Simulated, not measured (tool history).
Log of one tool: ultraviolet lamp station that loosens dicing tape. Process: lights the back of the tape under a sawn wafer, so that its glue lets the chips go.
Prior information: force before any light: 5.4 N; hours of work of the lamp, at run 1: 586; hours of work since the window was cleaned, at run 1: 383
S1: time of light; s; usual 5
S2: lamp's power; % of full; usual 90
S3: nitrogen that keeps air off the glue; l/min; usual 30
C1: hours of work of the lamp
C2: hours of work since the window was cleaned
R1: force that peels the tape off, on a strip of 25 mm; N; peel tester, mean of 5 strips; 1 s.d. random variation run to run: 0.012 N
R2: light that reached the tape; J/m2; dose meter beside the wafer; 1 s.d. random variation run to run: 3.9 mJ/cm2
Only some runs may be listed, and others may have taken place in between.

{"run": 1, "day": 0.0, "S1": 5, "S2": 90, "S3": 30, "C1": 586, "C2": 383, "R1": 0.904, "R2": 4910}
{"run": 2, "day": 0.5, "S1": 5, "S2": 73, "S3": 30, "C1": 592, "C2": 390, "R1": 1.22, "R2": 4030}
{"run": 3, "day": 1.238, "S1": 5, "S2": 73, "S3": 30, "C1": 602, "C2": 400, "R1": 1.222, "R2": 3950}
{"run": 4, "day": 2.362, "S1": 5, "S2": 73, "S3": 22, "C1": 618, "C2": 415, "R1": 1.544, "R2": 3980}
{"run": 5, "day": 3.542, "S1": 7, "S2": 73, "S3": 22, "C1": 634, "C2": 431, "R1": 0.883, "R2": 5580}
{"run": 6, "day": 4.508, "S1": 7, "S2": 73, "S3": 22, "C1": 647, "C2": 444, "R1": 0.946, "R2": 5420}
{"run": 7, "day": 5.612, "S1": 7, "S2": 73, "S3": 22, "C1": 662, "C2": 459, "R1": 0.947, "R2": 5390}
{"day": 5.854, "done": "window cleaned of glue's vapour"}
{"run": 8, "day": 6.425, "S1": 7, "S2": 73, "S3": 22, "C1": 672, "C2": 8, "R1": 0.839, "R2": 5670}
{"run": 9, "day": 7.2, "S1": 5, "S2": 90, "S3": 30, "C1": 683, "C2": 18, "R1": 0.881, "R2": 5000}
{"run": 10, "day": 7.917, "S1": 5, "S2": 90, "S3": 30, "C1": 693, "C2": 28, "R1": 0.938, "R2": 4940}
{"run": 11, "day": 9.038, "S1": 10, "S2": 90, "S3": 30, "C1": 708, "C2": 43, "R1": 0.215, "R2": 9750}
{"run": 12, "day": 9.708, "S1": 5, "S2": 78, "S3": 30, "C1": 717, "C2": 52, "R1": 1.176, "R2": 4240}
{"run": 13, "day": 10.575, "S1": 5, "S2": 90, "S3": 30, "C1": 729, "C2": 64, "R1": 0.954, "R2": 4820}
{"run": 14, "day": 11.421, "S1": 5, "S2": 90, "S3": 30, "C1": 740, "C2": 75, "R1": 0.969, "R2": 4820}
{"run": 15, "day": 12.175, "S1": 5, "S2": 90, "S3": 30, "C1": 750, "C2": 86, "R1": 0.963, "R2": 4770}
{"run": 16, "day": 13.221, "S1": 5, "S2": 90, "S3": 30, "C1": 765, "C2": 100, "R1": 0.994, "R2": 4760}
{"run": 17, "day": 13.983, "S1": 5, "S2": 90, "S3": 30, "C1": 775, "C2": 110, "R1": 0.968, "R2": 4720}
{"run": 18, "day": 14.842, "S1": 5, "S2": 90, "S3": 30, "C1": 787, "C2": 122, "R1": 0.99, "R2": 4690}
{"run": 19, "day": 15.933, "S1": 5, "S2": 90, "S3": 30, "C1": 801, "C2": 137, "R1": 1.004, "R2": 4670}
{"run": 20, "day": 16.804, "S1": 5, "S2": 90, "S3": 30, "C1": 813, "C2": 148, "R1": 1.015, "R2": 4590}
{"run": 21, "day": 17.854, "S1": 5, "S2": 90, "S3": 30, "C1": 827, "C2": 163, "R1": 1.025, "R2": 4620}
{"run": 22, "day": 18.692, "S1": 4, "S2": 73, "S3": 12, "C1": 839, "C2": 174, "R1": 2.479, "R2": 2930}
{"run": 23, "day": 19.238, "S1": 4, "S2": 73, "S3": 12, "C1": 846, "C2": 181, "R1": 2.556, "R2": 2960}
{"run": 24, "day": 20.008, "S1": 9, "S2": 73, "S3": 12, "C1": 857, "C2": 192, "R1": 1.015, "R2": 6610}
{"run": 25, "day": 21.017, "S1": 4, "S2": 73, "S3": 12, "C1": 870, "C2": 206, "R1": 2.542, "R2": 2920}
{"run": 26, "day": 22.167, "S1": 3, "S2": 73, "S3": 12, "C1": 886, "C2": 221, "R1": 3.157, "R2": 2140}
{"run": 27, "day": 23.258, "S1": 3, "S2": 98, "S3": 12, "C1": 901, "C2": 236, "R1": 2.581, "R2": 2840}
{"run": 28, "day": 24.096, "S1": 5, "S2": 77, "S3": 19, "C1": 912, "C2": 247, "R1": 1.72, "R2": 3730}
{"run": 29, "day": 25.004, "S1": 5, "S2": 77, "S3": 19, "C1": 924, "C2": 260, "R1": 1.764, "R2": 3720}
{"run": 30, "day": 25.929, "S1": 3, "S2": 73, "S3": 21, "C1": 937, "C2": 272, "R1": 2.736, "R2": 2060}

Here are 4 independent what-if runs from the current tool condition. What would each one return?
{"run": "A", "day": 26.533, "S1": 3, "S2": 72, "S3": 21, "C1": 945, "C2": 280, "R1": "?", "R2": "?"}
{"run": "B", "day": 26.533, "S1": 4, "S2": 97, "S3": 17, "C1": 945, "C2": 280, "R1": "?", "R2": "?"}
{"run": "C", "day": 26.533, "S1": 7, "S2": 80, "S3": 29, "C1": 945, "C2": 280, "R1": "?", "R2": "?"}
{"run": "D", "day": 26.533, "S1": 5, "S2": 61, "S3": 29, "C1": 945, "C2": 280, "R1": "?", "R2": "?"}

run=A R1=2.800 R2=2020
run=B R1=1.800 R2=3730
run=C R1=0.843 R2=5350
run=D R1=1.936 R2=2880
What these runs would have given with no unlogged condition in the tool:
run=A R1=1.946 R2=3160
run=B R1=1.008 R2=5780
run=C R1=0.352 R2=8290
run=D R1=1.104 R2=4490
